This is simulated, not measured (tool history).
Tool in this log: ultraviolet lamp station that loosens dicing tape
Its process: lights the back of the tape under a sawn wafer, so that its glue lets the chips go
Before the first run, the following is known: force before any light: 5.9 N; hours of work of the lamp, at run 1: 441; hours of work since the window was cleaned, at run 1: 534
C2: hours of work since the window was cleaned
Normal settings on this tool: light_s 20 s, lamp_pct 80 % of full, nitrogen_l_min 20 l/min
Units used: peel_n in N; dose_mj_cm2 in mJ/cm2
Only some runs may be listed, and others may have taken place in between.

{"run": 1, "hour": 0.0, "light_s": 20, "lamp_pct": 80, "nitrogen_l_min": 20, "hours of work of the lamp": 441, "C2": 534, "peel_n": 1.08, "dose_mj_cm2": 363}
{"run": 2, "hour": 9.9, "light_s": 20, "lamp_pct": 63, "nitrogen_l_min": 20, "hours of work of the lamp": 448, "C2": 541, "peel_n": 1.59, "dose_mj_cm2": 281}
{"run": 3, "hour": 22.5, "light_s": 20, "lamp_pct": 63, "nitrogen_l_min": 20, "hours of work of the lamp": 457, "C2": 550, "peel_n": 1.554, "dose_mj_cm2": 275}
{"run": 4, "hour": 37.1, "light_s": 19, "lamp_pct": 80, "nitrogen_l_min": 20, "hours of work of the lamp": 467, "C2": 560, "peel_n": 1.197, "dose_mj_cm2": 331}
{"run": 5, "hour": 48.4, "light_s": 11, "lamp_pct": 80, "nitrogen_l_min": 20, "hours of work of the lamp": 475, "C2": 568, "peel_n": 2.349, "dose_mj_cm2": 188}
{"run": 6, "hour": 63.1, "light_s": 20, "lamp_pct": 80, "nitrogen_l_min": 20, "hours of work of the lamp": 485, "C2": 578, "peel_n": 1.237, "dose_mj_cm2": 345}
{"run": 7, "hour": 76.4, "light_s": 20, "lamp_pct": 80, "nitrogen_l_min": 20, "hours of work of the lamp": 494, "C2": 587, "peel_n": 1.175, "dose_mj_cm2": 335}
{"hour": 80.8, "done": "window cleaned of glue's vapour"}
{"run": 8, "hour": 89.4, "light_s": 20, "lamp_pct": 80, "nitrogen_l_min": 20, "hours of work of the lamp": 503, "C2": 6, "peel_n": 0.943, "dose_mj_cm2": 394}
{"run": 9, "hour": 96.6, "light_s": 20, "lamp_pct": 80, "nitrogen_l_min": 20, "hours of work of the lamp": 508, "C2": 11, "peel_n": 0.935, "dose_mj_cm2": 387}
{"run": 10, "hour": 112.0, "light_s": 20, "lamp_pct": 80, "nitrogen_l_min": 20, "hours of work of the lamp": 518, "C2": 22, "peel_n": 0.942, "dose_mj_cm2": 389}
{"run": 11, "hour": 124.7, "light_s": 20, "lamp_pct": 80, "nitrogen_l_min": 20, "hours of work of the lamp": 527, "C2": 30, "peel_n": 0.961, "dose_mj_cm2": 388}
{"run": 12, "hour": 137.6, "light_s": 11, "lamp_pct": 80, "nitrogen_l_min": 17, "hours of work of the lamp": 536, "C2": 39, "peel_n": 2.245, "dose_mj_cm2": 209}
{"run": 13, "hour": 146.5, "light_s": 26, "lamp_pct": 61, "nitrogen_l_min": 20, "hours of work of the lamp": 542, "C2": 46, "peel_n": 0.997, "dose_mj_cm2": 371}
{"run": 14, "hour": 155.9, "light_s": 12, "lamp_pct": 74, "nitrogen_l_min": 19, "hours of work of the lamp": 549, "C2": 52, "peel_n": 2.14, "dose_mj_cm2": 206}
{"run": 15, "hour": 166.3, "light_s": 12, "lamp_pct": 74, "nitrogen_l_min": 19, "hours of work of the lamp": 556, "C2": 59, "peel_n": 2.238, "dose_mj_cm2": 207}
{"run": 16, "hour": 181.6, "light_s": 12, "lamp_pct": 74, "nitrogen_l_min": 19, "hours of work of the lamp": 567, "C2": 70, "peel_n": 2.201, "dose_mj_cm2": 203}
{"run": 17, "hour": 194.3, "light_s": 31, "lamp_pct": 62, "nitrogen_l_min": 19, "hours of work of the lamp": 575, "C2": 79, "peel_n": 0.803, "dose_mj_cm2": 431}
{"run": 18, "hour": 209.3, "light_s": 12, "lamp_pct": 62, "nitrogen_l_min": 12, "hours of work of the lamp": 586, "C2": 89, "peel_n": 2.996, "dose_mj_cm2": 164}
{"run": 19, "hour": 220.1, "light_s": 26, "lamp_pct": 80, "nitrogen_l_min": 20, "hours of work of the lamp": 593, "C2": 97, "peel_n": 0.706, "dose_mj_cm2": 451}

Alternative continuations, all from the tool just after run 19; predict every row:
{"run": "A", "hour": 231.0, "light_s": 28, "lamp_pct": 80, "nitrogen_l_min": 20, "hours of work of the lamp": 601, "C2": 104, "peel_n": "?", "dose_mj_cm2": "?"}
{"run": "B", "hour": 231.0, "light_s": 32, "lamp_pct": 80, "nitrogen_l_min": 20, "hours of work of the lamp": 601, "C2": 104, "peel_n": "?", "dose_mj_cm2": "?"}
{"run": "C", "hour": 231.0, "light_s": 24, "lamp_pct": 67, "nitrogen_l_min": 12, "hours of work of the lamp": 601, "C2": 104, "peel_n": "?", "dose_mj_cm2": "?"}
{"run": "D", "hour": 231.0, "light_s": 13, "lamp_pct": 78, "nitrogen_l_min": 24, "hours of work of the lamp": 601, "C2": 104, "peel_n": "?", "dose_mj_cm2": "?"}
{"run": "E", "hour": 231.0, "light_s": 20, "lamp_pct": 79, "nitrogen_l_min": 11, "hours of work of the lamp": 601, "C2": 104, "peel_n": "?", "dose_mj_cm2": "?"}

run=A peel_n=0.650 dose_mj_cm2=487
run=B peel_n=0.491 dose_mj_cm2=555
run=C peel_n=1.467 dose_mj_cm2=352
run=D peel_n=1.909 dose_mj_cm2=220
run=E peel_n=1.580 dose_mj_cm2=343
The same runs, with their run-to-run variation unchanged, on a tool lacking any hidden condition would have given:
run=A peel_n=0.246 dose_mj_cm2=822
run=B peel_n=0.198 dose_mj_cm2=939
run=C peel_n=0.617 dose_mj_cm2=596
run=D peel_n=0.927 dose_mj_cm2=373
run=E peel_n=0.693 dose_mj_cm2=581

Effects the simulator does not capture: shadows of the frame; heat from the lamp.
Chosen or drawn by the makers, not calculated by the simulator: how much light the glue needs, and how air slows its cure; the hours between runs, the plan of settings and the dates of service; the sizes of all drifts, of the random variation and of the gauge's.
